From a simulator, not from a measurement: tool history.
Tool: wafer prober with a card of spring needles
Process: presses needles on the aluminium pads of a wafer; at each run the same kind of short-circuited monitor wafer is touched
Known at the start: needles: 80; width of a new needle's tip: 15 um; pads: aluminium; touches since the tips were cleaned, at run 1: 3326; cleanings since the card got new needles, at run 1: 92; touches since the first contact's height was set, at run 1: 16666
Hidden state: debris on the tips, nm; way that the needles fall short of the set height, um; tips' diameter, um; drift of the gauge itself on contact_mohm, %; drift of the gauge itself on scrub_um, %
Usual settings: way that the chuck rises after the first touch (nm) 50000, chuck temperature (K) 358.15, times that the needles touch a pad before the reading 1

run,hour,way that the chuck rises after the first touch (nm),chuck temperature (K),times that the needles touch a pad before the reading,touches since the tips were cleaned,cleanings since the card got new needles,touches since the first contact's height was set,resistance of one needle with its contact and lead (mohm),way that a needle slides on the pad (nm)
1,0.0,50000,358.15,1,3326,92,16666,124,9930
# hour 1.5: tips cleaned on abrasive film
# hour 7.3: tips cleaned on abrasive film
# hour 13.1: tips cleaned on abrasive film
# hour 18.8: tips cleaned on abrasive film
# hour 26.0: tips cleaned on abrasive film
2,28.0,50000,301.15,1,1142,97,32815,114,9960
# hour 32.3: tips cleaned on abrasive film
# hour 38.1: tips cleaned on abrasive film
# hour 43.9: tips cleaned on abrasive film
# hour 49.6: tips cleaned on abrasive film
# hour 56.8: tips cleaned on abrasive film
# hour 64.0: tips cleaned on abrasive film
# hour 69.8: tips cleaned on abrasive film
3,71.2,50000,301.15,1,816,104,57808,116,9900
# hour 76.9: tips cleaned on abrasive film
# hour 82.7: tips cleaned on abrasive film
# hour 88.5: tips cleaned on abrasive film
# hour 94.2: tips cleaned on abrasive film
# hour 100.0: tips cleaned on abrasive film
4,102.7,50000,301.15,1,1579,109,76063,115,9940
# hour 107.0: tips cleaned on abrasive film
# hour 107.3: height of the first contact set anew
# hour 113.1: tips cleaned on abrasive film
# hour 120.3: tips cleaned on abrasive film
# hour 126.1: tips cleaned on abrasive film
# hour 131.8: tips cleaned on abrasive film
5,133.5,50000,301.15,1,952,114,15125,114,9920
# hour 137.8: tips cleaned on abrasive film
# hour 143.6: tips cleaned on abrasive film
# hour 149.4: tips cleaned on abrasive film
# hour 155.1: tips cleaned on abrasive film
# hour 160.9: tips cleaned on abrasive film
# hour 166.7: tips cleaned on abrasive film
6,171.0,50000,301.15,1,2513,120,36820,116,10000
# hour 172.5: tips cleaned on abrasive film
# hour 178.2: tips cleaned on abrasive film
# hour 184.0: tips cleaned on abrasive film
# hour 189.8: tips cleaned on abrasive film
7,192.7,50000,358.15,1,1708,124,49356,122,10000
# hour 195.6: tips cleaned on abrasive film
# hour 201.4: tips cleaned on abrasive film
# hour 207.2: tips cleaned on abrasive film
# hour 212.9: tips cleaned on abrasive film
8,213.8,50000,358.15,1,510,128,61543,126,10050
# hour 219.6: tips cleaned on abrasive film
# hour 225.3: tips cleaned on abrasive film
# hour 231.1: tips cleaned on abrasive film
# hour 238.3: tips cleaned on abrasive film
# hour 242.8: height of the first contact set anew
# hour 244.4: tips cleaned on abrasive film
9,247.6,50000,358.15,1,1896,133,2731,124,10070
# hour 250.5: tips cleaned on abrasive film
# hour 256.3: tips cleaned on abrasive film
# hour 262.1: tips cleaned on abrasive film
# hour 267.8: tips cleaned on abrasive film
# hour 273.6: tips cleaned on abrasive film
# hour 279.4: tips cleaned on abrasive film
# hour 285.1: tips cleaned on abrasive film
# hour 290.9: tips cleaned on abrasive film
# hour 296.7: tips cleaned on abrasive film
10,297.1,50000,358.15,2,240,142,31318,122,10030
# hour 302.9: tips cleaned on abrasive film
# hour 308.6: tips cleaned on abrasive film
# hour 314.4: tips cleaned on abrasive film
# hour 321.6: tips cleaned on abrasive film
11,326.7,50000,358.15,2,2999,146,48491,123,10040
# hour 328.2: tips cleaned on abrasive film
# hour 335.4: tips cleaned on abrasive film
# hour 341.2: tips cleaned on abrasive film
# hour 348.4: tips cleaned on abrasive film
12,351.6,65000,301.15,1,1894,150,62892,113,13080
# hour 354.5: tips cleaned on abrasive film
# hour 360.3: tips cleaned on abrasive film
# hour 366.1: tips cleaned on abrasive film
# hour 371.8: tips cleaned on abrasive film
# hour 377.6: tips cleaned on abrasive film
# hour 377.9: height of the first contact set anew
# hour 383.7: tips cleaned on abrasive film
13,385.7,60000,334.15,2,1212,156,4547,113,12090
# hour 390.1: tips cleaned on abrasive film
# hour 395.9: tips cleaned on abrasive film
# hour 401.6: tips cleaned on abrasive film
# hour 407.4: tips cleaned on abrasive film
# hour 413.2: tips cleaned on abrasive film
# hour 418.9: tips cleaned on abrasive film
14,423.2,39000,341.15,2,2518,162,26241,128,7840
# hour 424.8: tips cleaned on abrasive film
# hour 430.6: tips cleaned on abrasive film
# hour 436.3: tips cleaned on abrasive film
# hour 442.1: tips cleaned on abrasive film
15,445.8,42000,360.15,2,2179,166,39291,127,8520
# hour 448.7: tips cleaned on abrasive film
# hour 454.5: tips cleaned on abrasive film
# hour 460.3: tips cleaned on abrasive film
16,465.9,42000,359.15,2,3290,169,50919,124,8490
# hour 467.4: tips cleaned on abrasive film
# hour 473.2: tips cleaned on abrasive film
# hour 478.9: tips cleaned on abrasive film
# hour 484.7: tips cleaned on abrasive film
# hour 491.9: tips cleaned on abrasive film
# hour 499.1: tips cleaned on abrasive film
# hour 506.3: tips cleaned on abrasive film
17,511.3,42000,359.15,2,2944,176,77208,125,8530
# hour 512.8: tips cleaned on abrasive film
# hour 513.1: height of the first contact set anew
# hour 518.9: tips cleaned on abrasive film
# hour 526.1: tips cleaned on abrasive film
# hour 531.8: tips cleaned on abrasive film
# hour 537.6: tips cleaned on abrasive film
18,539.0,42000,317.15,1,805,181,14979,119,8520
# hour 544.7: tips cleaned on abrasive film
# hour 551.9: tips cleaned on abrasive film
# hour 557.7: tips cleaned on abrasive film
# hour 563.5: tips cleaned on abrasive film
# hour 569.2: tips cleaned on abrasive film
# hour 576.4: tips cleaned on abrasive film
19,581.0,35000,372.15,2,2665,187,39322,135,7070
# hour 582.5: tips cleaned on abrasive film
# hour 588.2: tips cleaned on abrasive film
# hour 595.4: tips cleaned on abrasive film
# hour 601.2: tips cleaned on abrasive film
# hour 607.0: tips cleaned on abrasive film
20,609.2,57000,326.15,2,1312,192,55645,119,11600
# hour 613.6: tips cleaned on abrasive film
# hour 619.3: tips cleaned on abrasive film
# hour 626.5: tips cleaned on abrasive film
# hour 632.3: tips cleaned on abrasive film
# hour 638.1: tips cleaned on abrasive film
# hour 643.8: tips cleaned on abrasive film
# hour 647.9: height of the first contact set anew
21,647.9,57000,326.15,2,2242,198,0,117,11620
# hour 650.9: tips cleaned on abrasive film
# hour 656.6: tips cleaned on abrasive film
# hour 662.4: tips cleaned on abrasive film
# hour 666.7: gauge calibrated
# hour 668.2: tips cleaned on abrasive film
# hour 675.1: tips cleaned on abrasive film
22,675.1,35000,358.15,1,0,203,15680,130,6980

Forecast each of these 3 alternatives for the next run:
# hour 680.9: tips cleaned on abrasive film
# hour 686.6: tips cleaned on abrasive film
# hour 692.4: tips cleaned on abrasive film
# hour 698.2: tips cleaned on abrasive film
A,702.4,32000,316.15,2,2466,207,31486,?,?
# hour 680.9: tips cleaned on abrasive film
# hour 686.6: tips cleaned on abrasive film
# hour 692.4: tips cleaned on abrasive film
# hour 698.2: tips cleaned on abrasive film
B,702.4,60000,320.15,1,2466,207,31486,?,?
# hour 680.9: tips cleaned on abrasive film
# hour 686.6: tips cleaned on abrasive film
# hour 692.4: tips cleaned on abrasive film
# hour 698.2: tips cleaned on abrasive film
C,702.4,50000,298.15,2,2466,207,31486,?,?

run,resistance of one needle with its contact and lead (mohm),way that a needle slides on the pad (nm)
A,126,6400
B,118,11900
C,113,9920
Without the tool's hidden state the same runs would have given:
run,resistance of one needle with its contact and lead (mohm),way that a needle slides on the pad (nm)
A,125,6390
B,117,11880
C,113,9910
